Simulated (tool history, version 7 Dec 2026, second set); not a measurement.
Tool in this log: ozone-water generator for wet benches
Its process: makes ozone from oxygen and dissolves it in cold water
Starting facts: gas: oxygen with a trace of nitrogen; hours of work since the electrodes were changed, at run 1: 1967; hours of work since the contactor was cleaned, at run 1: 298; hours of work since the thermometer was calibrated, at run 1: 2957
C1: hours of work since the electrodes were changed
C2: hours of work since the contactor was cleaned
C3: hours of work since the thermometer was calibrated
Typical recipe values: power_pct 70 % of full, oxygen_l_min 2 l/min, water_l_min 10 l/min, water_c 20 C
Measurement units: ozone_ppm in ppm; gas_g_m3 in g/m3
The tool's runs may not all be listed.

run 1 hour=0 | power_pct=70 oxygen_l_min=2 water_l_min=10 water_c=20 | C1=1967 C2=298 C3=2957 | ozone_ppm=22.4 gas_g_m3=221.5
run 2 hour=81.5 | power_pct=70 oxygen_l_min=2 water_l_min=10 water_c=20 | C1=2034 C2=364 C3=3023 | ozone_ppm=22.5 gas_g_m3=220.6
run 3 hour=152.1 | power_pct=70 oxygen_l_min=2 water_l_min=10 water_c=20 | C1=2091 C2=422 C3=3081 | ozone_ppm=22.4 gas_g_m3=220.4
run 4 hour=219 | power_pct=70 oxygen_l_min=2 water_l_min=10 water_c=20 | C1=2146 C2=477 C3=3135 | ozone_ppm=22.1 gas_g_m3=219.3
run 5 hour=262.8 | power_pct=70 oxygen_l_min=2 water_l_min=10 water_c=20 | C1=2182 C2=512 C3=3171 | ozone_ppm=22.3 gas_g_m3=220.9
run 6 hour=331.4 | power_pct=70 oxygen_l_min=2 water_l_min=13 water_c=20 | C1=2238 C2=569 C3=3227 | ozone_ppm=17.9 gas_g_m3=223.4
run 7 hour=408.8 | power_pct=70 oxygen_l_min=2 water_l_min=10 water_c=20 | C1=2301 C2=632 C3=3291 | ozone_ppm=22.2 gas_g_m3=223.1
run 8 hour=453.7 | power_pct=70 oxygen_l_min=2 water_l_min=10 water_c=20 | C1=2338 C2=668 C3=3327 | ozone_ppm=22.4 gas_g_m3=221.2
run 9 hour=533.3 | power_pct=70 oxygen_l_min=2 water_l_min=10 water_c=20 | C1=2403 C2=733 C3=3392 | ozone_ppm=22.6 gas_g_m3=219.9
run 10 hour=599.3 | power_pct=70 oxygen_l_min=2 water_l_min=10 water_c=20 | C1=2457 C2=787 C3=3446 | ozone_ppm=22.4 gas_g_m3=220.5
run 11 hour=647.5 | power_pct=70 oxygen_l_min=2 water_l_min=10 water_c=20 | C1=2496 C2=827 C3=3486 | ozone_ppm=22.4 gas_g_m3=222.1
run 12 hour=705.8 | power_pct=70 oxygen_l_min=2 water_l_min=10 water_c=20 | C1=2544 C2=874 C3=3533 | ozone_ppm=22.6 gas_g_m3=220.5
run 13 hour=770.5 | power_pct=70 oxygen_l_min=2 water_l_min=10 water_c=20 | C1=2596 C2=927 C3=3586 | ozone_ppm=22.7 gas_g_m3=220.3
run 14 hour=835.2 | power_pct=70 oxygen_l_min=2 water_l_min=10 water_c=20 | C1=2649 C2=980 C3=3639 | ozone_ppm=22.5 gas_g_m3=221.5
run 15 hour=903.6 | power_pct=70 oxygen_l_min=2 water_l_min=10 water_c=20 | C1=2705 C2=1036 C3=3695 | ozone_ppm=22.8 gas_g_m3=219.1
run 16 hour=965.8 | power_pct=70 oxygen_l_min=2 water_l_min=10 water_c=20 | C1=2756 C2=1087 C3=3745 | ozone_ppm=22.5 gas_g_m3=221.9
run 17 hour=1034.9 | power_pct=70 oxygen_l_min=2 water_l_min=10 water_c=20 | C1=2812 C2=1143 C3=3802 | ozone_ppm=22.7 gas_g_m3=220.1
run 18 hour=1112.2 | power_pct=70 oxygen_l_min=2.39 water_l_min=10 water_c=16 | C1=2876 C2=1206 C3=3865 | ozone_ppm=23.4 gas_g_m3=194.6
run 19 hour=1173.3 | power_pct=70 oxygen_l_min=2.39 water_l_min=10 water_c=16 | C1=2925 C2=1256 C3=3915 | ozone_ppm=23.8 gas_g_m3=196.2
run 20 hour=1218.5 | power_pct=82 oxygen_l_min=1.22 water_l_min=7 water_c=18 | C1=2962 C2=1293 C3=3952 | ozone_ppm=34.6 gas_g_m3=336.6
run 21 hour=1261.4 | power_pct=82 oxygen_l_min=1.22 water_l_min=7 water_c=18 | C1=2997 C2=1328 C3=3987 | ozone_ppm=33.9 gas_g_m3=336.5
run 22 hour=1346.1 | power_pct=80 oxygen_l_min=1.34 water_l_min=9 water_c=20 | C1=3067 C2=1397 C3=4056 | ozone_ppm=26.8 gas_g_m3=310.4
run 23 hour=1387.4 | power_pct=56 oxygen_l_min=2 water_l_min=7 water_c=20 | C1=3100 C2=1431 C3=4090 | ozone_ppm=25.6 gas_g_m3=195.6
run 24 hour=1448.6 | power_pct=56 oxygen_l_min=2 water_l_min=14 water_c=20 | C1=3150 C2=1481 C3=4140 | ozone_ppm=15 gas_g_m3=198.5
run 25 hour=1498.9 | power_pct=56 oxygen_l_min=2 water_l_min=15 water_c=20 | C1=3191 C2=1522 C3=4181 | ozone_ppm=14.2 gas_g_m3=194.7
run 26 hour=1555.9 | power_pct=70 oxygen_l_min=2 water_l_min=11 water_c=20 | C1=3238 C2=1569 C3=4228 | ozone_ppm=20.8 gas_g_m3=219.3
-- hour=1586.3 water thermometer calibrated
run 27 hour=1642.3 | power_pct=70 oxygen_l_min=1.98 water_l_min=10 water_c=25 | C1=3308 C2=1639 C3=46 | ozone_ppm=21 gas_g_m3=221.4
run 28 hour=1709.2 | power_pct=79 oxygen_l_min=2 water_l_min=10 water_c=20 | C1=3363 C2=1694 C3=100 | ozone_ppm=24 gas_g_m3=235.6

Each row is a separate what-if for the run after 28, all from the same tool condition, not one after another. Results?
run A hour=1762.4 | power_pct=70 oxygen_l_min=2.71 water_l_min=12 water_c=22 | C1=3406 C2=1737 C3=144 | ozone_ppm=? gas_g_m3=?
run B hour=1762.4 | power_pct=70 oxygen_l_min=3.46 water_l_min=12 water_c=14 | C1=3406 C2=1737 C3=144 | ozone_ppm=? gas_g_m3=?
run C hour=1762.4 | power_pct=79 oxygen_l_min=1.78 water_l_min=16 water_c=23 | C1=3406 C2=1737 C3=144 | ozone_ppm=? gas_g_m3=?
run D hour=1762.4 | power_pct=79 oxygen_l_min=1.36 water_l_min=10 water_c=20 | C1=3406 C2=1737 C3=144 | ozone_ppm=? gas_g_m3=?

run=A ozone_ppm=18.4 gas_g_m3=179.5
run=B ozone_ppm=20 gas_g_m3=152.2
run=C ozone_ppm=15.5 gas_g_m3=255
run=D ozone_ppm=24.2 gas_g_m3=305.4
Without the tool's hidden state the same runs would have given:
run=A ozone_ppm=18.4 gas_g_m3=179.6
run=B ozone_ppm=20 gas_g_m3=152.3
run=C ozone_ppm=15.5 gas_g_m3=255.1
run=D ozone_ppm=24.2 gas_g_m3=305.6

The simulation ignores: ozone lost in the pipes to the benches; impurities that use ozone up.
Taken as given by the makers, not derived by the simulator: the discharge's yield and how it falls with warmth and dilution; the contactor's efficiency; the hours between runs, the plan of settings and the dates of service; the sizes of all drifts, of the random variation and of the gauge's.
